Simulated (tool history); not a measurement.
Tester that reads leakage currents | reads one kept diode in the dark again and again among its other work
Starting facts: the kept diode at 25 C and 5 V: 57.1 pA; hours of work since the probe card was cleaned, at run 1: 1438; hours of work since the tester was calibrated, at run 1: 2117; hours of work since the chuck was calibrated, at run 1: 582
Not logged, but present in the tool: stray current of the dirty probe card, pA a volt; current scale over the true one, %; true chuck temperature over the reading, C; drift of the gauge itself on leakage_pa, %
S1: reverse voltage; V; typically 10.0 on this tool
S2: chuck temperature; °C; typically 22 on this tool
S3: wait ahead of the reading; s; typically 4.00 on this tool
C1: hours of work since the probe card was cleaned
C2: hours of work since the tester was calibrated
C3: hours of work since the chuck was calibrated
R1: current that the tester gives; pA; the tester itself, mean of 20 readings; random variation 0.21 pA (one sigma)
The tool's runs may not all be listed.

run	day	S1	S2	S3	C1	C2	C3	R1
1	0.000	10.0	22	4.00	1438	2117	582	69.21
2	2.750	10.0	22	4.00	1483	2162	627	69.11
3	5.108	10.0	22	3.16	1521	2200	665	69.47
4	9.279	10.0	27	4.00	1589	2268	733	100.77
5	12.983	10.0	27	4.00	1650	2329	794	101.24
6	17.588	10.0	27	4.00	1725	2404	869	101.80
7	21.846	10.0	27	4.00	1795	2474	939	102.23
8	24.521	10.0	27	4.00	1838	2517	982	102.52
9	28.842	10.0	27	0.37	1909	2588	1053	107.25
10	32.092	10.0	27	0.37	1962	2641	1106	107.95
11	34.817	10.0	27	0.37	2006	2685	1150	107.58
12	39.883	10.0	27	0.37	2089	2768	1233	108.31
13	44.925	10.0	22	4.00	2172	2851	1316	71.26
14	49.846	10.0	22	4.00	2252	2931	1396	71.39
15	53.250	10.0	22	4.00	2308	2987	1452	72.37
16	55.862	10.0	22	4.67	2350	3029	1494	71.66
17	58.688	10.0	22	6.10	2396	3075	1540	72.19
18	62.083	10.0	22	6.10	2452	3131	1596	72.10
# day 63.229: tester calibrated
19	66.204	10.0	22	3.97	2518	49	1662	73.15
20	70.050	10.0	22	3.97	2581	111	1725	73.10
21	74.783	10.0	22	3.97	2658	189	1802	73.26
22	76.950	4.5	57	3.97	2693	224	1837	529.06
23	82.071	13.3	43	0.64	2777	308	1921	390.38
24	86.529	3.2	49	7.31	2850	381	1994	264.83
25	89.729	1.2	56	0.41	2902	433	2046	242.57
26	92.929	1.2	56	0.41	2954	485	2098	244.34
27	95.604	16.7	39	2.45	2998	529	2142	334.70
28	98.754	10.0	54	4.00	3050	580	2194	685.82
29	102.821	5.4	52	3.82	3116	647	2260	430.15
# day 104.217: chuck's temperature calibrated
30	105.788	5.4	52	3.82	3163	694	26	410.66
31	110.012	10.0	22	0.66	3232	763	95	73.50
32	113.812	10.0	52	1.90	3294	825	157	576.83
33	117.475	10.0	22	0.69	3354	885	217	73.72
34	120.779	3.2	34	0.36	3408	939	271	91.69
35	123.058	3.2	34	0.36	3445	976	308	91.10

What will run 36 give?
36	125.821	1.5	25	1.24	3490	1021	353	?

{"run 36": {"R1": 30.58}}
On a tool with no hidden condition, and with the same random variation, this run would have come out at R1 29.85 pA.

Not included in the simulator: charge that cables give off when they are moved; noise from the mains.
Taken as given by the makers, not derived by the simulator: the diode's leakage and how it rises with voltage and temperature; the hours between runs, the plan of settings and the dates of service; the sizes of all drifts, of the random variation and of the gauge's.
